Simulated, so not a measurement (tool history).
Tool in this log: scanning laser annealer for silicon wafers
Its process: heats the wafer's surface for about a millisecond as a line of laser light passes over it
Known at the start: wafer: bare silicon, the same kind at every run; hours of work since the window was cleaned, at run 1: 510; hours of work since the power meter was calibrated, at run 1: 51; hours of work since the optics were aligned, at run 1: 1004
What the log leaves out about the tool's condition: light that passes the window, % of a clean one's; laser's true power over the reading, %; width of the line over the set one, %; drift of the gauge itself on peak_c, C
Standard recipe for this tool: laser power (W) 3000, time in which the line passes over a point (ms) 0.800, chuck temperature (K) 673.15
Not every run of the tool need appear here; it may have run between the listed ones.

run,hour,laser power (W),time in which the line passes over a point (ms),chuck temperature (K),hours of work since the window was cleaned,hours of work since the power meter was calibrated,hours of work since the optics were aligned,highest temperature of the surface (K)
1,0.0,3000,0.800,673.15,510,51,1004,1461.15
# hour 5.7: window over the wafer cleaned
2,10.2,3000,0.800,673.15,3,57,1011,1459.15
3,24.0,3000,0.737,673.15,14,68,1021,1432.15
4,34.2,3000,0.800,673.15,22,75,1029,1463.15
5,50.5,3000,0.800,655.15,34,88,1041,1442.15
6,60.7,3000,0.800,655.15,42,95,1049,1444.15
7,70.4,2564,0.800,673.15,49,103,1056,1336.15
8,81.3,3000,0.697,701.15,57,111,1065,1442.15
9,92.3,3000,0.800,704.15,66,119,1073,1491.15
10,108.4,3000,0.854,675.15,78,132,1085,1485.15

Here are 4 independent what-if runs from the current tool condition. What would each one return?
# hour 132.0: optics aligned, line set to its width
A,132.0,3000,0.932,675.15,92,146,0,?
# hour 132.0: optics aligned, line set to its width
B,132.0,3000,0.626,693.15,92,146,0,?
# hour 132.0: optics aligned, line set to its width
C,132.0,3000,0.831,675.15,92,146,0,?
# hour 132.0: optics aligned, line set to its width
D,132.0,3253,0.800,679.15,92,146,0,?

run,highest temperature of the surface (K)
A,1518.15
B,1402.15
C,1473.15
D,1543.15
Without the tool's unlogged condition, the same runs would have read:
run,highest temperature of the surface (K)
A,1518.15
B,1402.15
C,1473.15
D,1543.15

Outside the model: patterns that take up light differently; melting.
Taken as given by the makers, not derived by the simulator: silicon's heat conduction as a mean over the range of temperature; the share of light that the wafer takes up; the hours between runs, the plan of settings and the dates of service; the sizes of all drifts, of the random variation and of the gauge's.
